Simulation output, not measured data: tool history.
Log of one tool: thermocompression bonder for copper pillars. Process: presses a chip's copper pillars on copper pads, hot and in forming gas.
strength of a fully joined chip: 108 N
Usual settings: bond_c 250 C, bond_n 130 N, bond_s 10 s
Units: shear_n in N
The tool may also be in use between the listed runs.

{"run": 1, "hour": 0.0, "bond_c": 250, "bond_n": 130, "bond_s": 10, "shear_n": 71.3}
{"run": 2, "hour": 22.0, "bond_c": 250, "bond_n": 130, "bond_s": 10, "shear_n": 69.9}
{"run": 3, "hour": 48.0, "bond_c": 250, "bond_n": 130, "bond_s": 10, "shear_n": 70.7}
{"run": 4, "hour": 61.4, "bond_c": 250, "bond_n": 130, "bond_s": 10, "shear_n": 70.4}
{"run": 5, "hour": 72.9, "bond_c": 250, "bond_n": 125, "bond_s": 10, "shear_n": 67.2}
{"run": 6, "hour": 92.2, "bond_c": 250, "bond_n": 125, "bond_s": 10, "shear_n": 67.8}
{"run": 7, "hour": 103.5, "bond_c": 250, "bond_n": 125, "bond_s": 10, "shear_n": 68.2}
{"run": 8, "hour": 117.1, "bond_c": 250, "bond_n": 130, "bond_s": 10, "shear_n": 69.2}
{"run": 9, "hour": 128.0, "bond_c": 250, "bond_n": 130, "bond_s": 10, "shear_n": 70.9}
{"run": 10, "hour": 147.3, "bond_c": 254, "bond_n": 130, "bond_s": 10, "shear_n": 72.4}
{"run": 11, "hour": 159.1, "bond_c": 267, "bond_n": 130, "bond_s": 10, "shear_n": 80.9}
{"run": 12, "hour": 177.3, "bond_c": 252, "bond_n": 130, "bond_s": 10, "shear_n": 72.1}
{"run": 13, "hour": 191.1, "bond_c": 250, "bond_n": 130, "bond_s": 10, "shear_n": 69.7}
{"run": 14, "hour": 211.5, "bond_c": 250, "bond_n": 130, "bond_s": 10, "shear_n": 72.2}
{"run": 15, "hour": 230.9, "bond_c": 250, "bond_n": 130, "bond_s": 10, "shear_n": 71.7}
{"run": 16, "hour": 251.6, "bond_c": 250, "bond_n": 130, "bond_s": 17, "shear_n": 81.2}
{"run": 17, "hour": 272.5, "bond_c": 250, "bond_n": 130, "bond_s": 17, "shear_n": 80.1}
{"run": 18, "hour": 288.7, "bond_c": 250, "bond_n": 130, "bond_s": 17, "shear_n": 80.6}
{"run": 19, "hour": 306.9, "bond_c": 250, "bond_n": 130, "bond_s": 17, "shear_n": 80.1}
{"run": 20, "hour": 325.6, "bond_c": 250, "bond_n": 130, "bond_s": 22, "shear_n": 85.2}
{"hour": 329.9, "done": "heater calibrated with a thermocouple chip"}
{"run": 21, "hour": 353.5, "bond_c": 267, "bond_n": 144, "bond_s": 10, "shear_n": 86.3}
{"run": 22, "hour": 364.4, "bond_c": 267, "bond_n": 144, "bond_s": 6, "shear_n": 76.8}
{"run": 23, "hour": 375.5, "bond_c": 250, "bond_n": 102, "bond_s": 11, "shear_n": 62.9}
{"run": 24, "hour": 392.1, "bond_c": 268, "bond_n": 99, "bond_s": 11, "shear_n": 73.5}
{"hour": 398.0, "done": "forming gas filter changed"}
{"run": 25, "hour": 414.5, "bond_c": 268, "bond_n": 99, "bond_s": 11, "shear_n": 75.7}
{"run": 26, "hour": 431.2, "bond_c": 268, "bond_n": 102, "bond_s": 11, "shear_n": 78.3}
{"run": 27, "hour": 443.5, "bond_c": 270, "bond_n": 117, "bond_s": 6, "shear_n": 73.0}
{"hour": 452.1, "done": "heater calibrated with a thermocouple chip, once more"}
{"run": 28, "hour": 468.0, "bond_c": 270, "bond_n": 117, "bond_s": 6, "shear_n": 69.1}
{"run": 29, "hour": 490.1, "bond_c": 250, "bond_n": 122, "bond_s": 10, "shear_n": 67.7}
{"run": 30, "hour": 507.3, "bond_c": 250, "bond_n": 122, "bond_s": 10, "shear_n": 67.4}
{"run": 31, "hour": 521.8, "bond_c": 248, "bond_n": 167, "bond_s": 10, "shear_n": 78.9}
{"run": 32, "hour": 532.7, "bond_c": 250, "bond_n": 79, "bond_s": 6, "shear_n": 39.8}
{"run": 33, "hour": 547.7, "bond_c": 267, "bond_n": 184, "bond_s": 10, "shear_n": 91.3}
{"run": 34, "hour": 564.9, "bond_c": 267, "bond_n": 184, "bond_s": 10, "shear_n": 92.3}
{"run": 35, "hour": 575.6, "bond_c": 272, "bond_n": 184, "bond_s": 10, "shear_n": 95.4}
{"run": 36, "hour": 600.8, "bond_c": 272, "bond_n": 184, "bond_s": 10, "shear_n": 95.8}
{"run": 37, "hour": 615.7, "bond_c": 272, "bond_n": 184, "bond_s": 10, "shear_n": 94.1}
{"run": 38, "hour": 626.9, "bond_c": 234, "bond_n": 130, "bond_s": 10, "shear_n": 58.5}
{"run": 39, "hour": 646.3, "bond_c": 236, "bond_n": 169, "bond_s": 10, "shear_n": 71.2}

The same runs without the tool's hidden state, with the same run-to-run variation:
The hidden state here: true temperature of the bond over the reading, C; force that reaches the chip, % of what is set; oxide that the forming gas leaves, % of the face; drift of the gauge itself on shear_n, %.
run=1 shear_n=72.4
run=2 shear_n=70.9
run=3 shear_n=71.7
run=4 shear_n=71.3
run=5 shear_n=68.1
run=6 shear_n=68.7
run=7 shear_n=69.0
run=8 shear_n=70.0
run=9 shear_n=71.8
run=10 shear_n=73.4
run=11 shear_n=82.1
run=12 shear_n=72.9
run=13 shear_n=70.4
run=14 shear_n=72.9
run=15 shear_n=72.5
run=16 shear_n=82.3
run=17 shear_n=81.2
run=18 shear_n=81.7
run=19 shear_n=81.2
run=20 shear_n=86.5
run=21 shear_n=87.1
run=22 shear_n=76.9
run=23 shear_n=62.2
run=24 shear_n=73.5
run=25 shear_n=72.9
run=26 shear_n=75.5
run=27 shear_n=70.1
run=28 shear_n=70.5
run=29 shear_n=69.0
run=30 shear_n=68.7
run=31 shear_n=80.3
run=32 shear_n=40.7
run=33 shear_n=92.7
run=34 shear_n=93.8
run=35 shear_n=97.0
run=36 shear_n=97.4
run=37 shear_n=95.7
run=38 shear_n=59.4
run=39 shear_n=72.3
